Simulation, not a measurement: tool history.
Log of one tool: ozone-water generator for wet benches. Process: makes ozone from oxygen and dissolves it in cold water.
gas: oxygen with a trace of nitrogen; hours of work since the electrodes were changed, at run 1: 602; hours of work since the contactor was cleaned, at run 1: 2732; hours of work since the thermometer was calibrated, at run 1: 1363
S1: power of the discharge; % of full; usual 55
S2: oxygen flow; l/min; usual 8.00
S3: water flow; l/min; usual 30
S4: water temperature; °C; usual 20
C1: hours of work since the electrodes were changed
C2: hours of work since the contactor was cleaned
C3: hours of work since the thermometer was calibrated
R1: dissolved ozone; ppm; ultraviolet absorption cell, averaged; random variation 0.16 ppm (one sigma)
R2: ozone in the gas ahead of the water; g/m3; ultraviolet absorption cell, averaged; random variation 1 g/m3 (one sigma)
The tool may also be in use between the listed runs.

{"run": 1, "hour": 0.0, "S1": 55, "S2": 8.0, "S3": 30, "S4": 20, "C1": 602, "C2": 2732, "C3": 1363, "R1": 20.3, "R2": 177.8}
{"run": 2, "hour": 24.6, "S1": 55, "S2": 8.0, "S3": 30, "S4": 20, "C1": 626, "C2": 2756, "C3": 1386, "R1": 20.5, "R2": 177.3}
{"run": 3, "hour": 39.0, "S1": 55, "S2": 8.0, "S3": 30, "S4": 20, "C1": 640, "C2": 2770, "C3": 1400, "R1": 20.1, "R2": 177.4}
{"run": 4, "hour": 52.1, "S1": 41, "S2": 8.0, "S3": 30, "S4": 20, "C1": 653, "C2": 2783, "C3": 1413, "R1": 16.7, "R2": 150.4}
{"run": 5, "hour": 76.8, "S1": 55, "S2": 8.0, "S3": 30, "S4": 20, "C1": 677, "C2": 2807, "C3": 1437, "R1": 20.2, "R2": 180.3}
{"run": 6, "hour": 89.5, "S1": 55, "S2": 8.0, "S3": 30, "S4": 20, "C1": 689, "C2": 2819, "C3": 1450, "R1": 20.1, "R2": 177.6}
{"run": 7, "hour": 115.6, "S1": 55, "S2": 5.98, "S3": 26, "S4": 19, "C1": 714, "C2": 2844, "C3": 1475, "R1": 23.4, "R2": 214.0}

The next listed run, before its measurement:
{"run": 8, "hour": 144.0, "S1": 98, "S2": 5.98, "S3": 41, "S4": 19, "C1": 742, "C2": 2872, "C3": 1502, "R1": "?", "R2": "?"}

{"run 8": {"R1": 22.4, "R2": 301.4}}
Without the tool's hidden state the same run would have given R1 23.8 ppm, R2 308.7 g/m3.
